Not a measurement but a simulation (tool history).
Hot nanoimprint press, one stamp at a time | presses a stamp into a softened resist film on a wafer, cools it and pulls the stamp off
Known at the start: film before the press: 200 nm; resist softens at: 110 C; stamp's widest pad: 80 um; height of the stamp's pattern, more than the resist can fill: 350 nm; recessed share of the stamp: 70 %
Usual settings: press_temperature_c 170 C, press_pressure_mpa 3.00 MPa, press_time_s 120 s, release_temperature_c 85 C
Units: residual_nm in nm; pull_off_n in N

run    hour  press_temperature_c  press_pressure_mpa  press_time_s  release_temperature_c  residual_nm  pull_off_n
  1     0.0                  170                3.00           120                     85         74.0         221
       25.4  -- stamp cleaned and given a new release coat
  2    56.5                  170                1.92           120                     85         89.7         201
  3   126.5                  170                2.38           120                     85         80.0         204
  4   194.9                  170                2.98           120                     85         73.0         207
  5   250.4                  170                2.98           120                     85         71.0         209
  6   291.4                  170                2.98           120                     85         71.0         212
      323.6  -- plate thermocouple calibrated
  7   348.1                  170                2.98           120                     85         78.6         225
      357.4  -- stamp cleaned and given a new release coat
  8   387.7                  170                3.00           120                     85         78.7         204
  9   459.5                  170                3.00           120                     85         77.3         205
 10   495.1                  170                3.00           120                     85         77.0         211
 11   551.8                  170                3.00           113                     85         78.1         212
 12   609.4                  170                3.00           113                     85         78.8         218
 13   643.2                  170                2.99           125                     85         73.9         219
      686.7  -- stamp cleaned and given a new release coat
 14   686.7                  170                2.99           125                     85         74.8         198
      718.8  -- press's hydraulic seals changed and the load cell set to zero
 15   757.9                  170                2.44           120                     85         79.0         200
 16   829.0                  170                2.44           120                     85         76.5         207
 17   881.7                  170                2.44           120                     85         75.7         211
 18   936.1                  170                2.44           120                     85         75.5         214
 19  1007.9                  170                2.44           174                     85         64.6         219
     1025.7  -- stamp cleaned and given a new release coat
     1052.5  -- plate thermocouple calibrated
 20  1078.5                  170                2.44           174                     85         72.8         205
 21  1128.7                  170                1.94            71                     85        111.6         206

Forecast each of these 3 alternatives for the next run:
  A  1193.4                  170                2.01           125                     85            ?           ?
  B  1193.4                  162                1.94            71                     85            ?           ?
  C  1193.4                  170                2.68            87                     85            ?           ?

run  residual_nm  pull_off_n
  A         89.5         210
  B        155.9         210
  C         88.8         213
Without the tool's hidden state the same runs would have given:
run  residual_nm  pull_off_n
  A         90.6         199
  B        157.1         199
  C         89.6         202
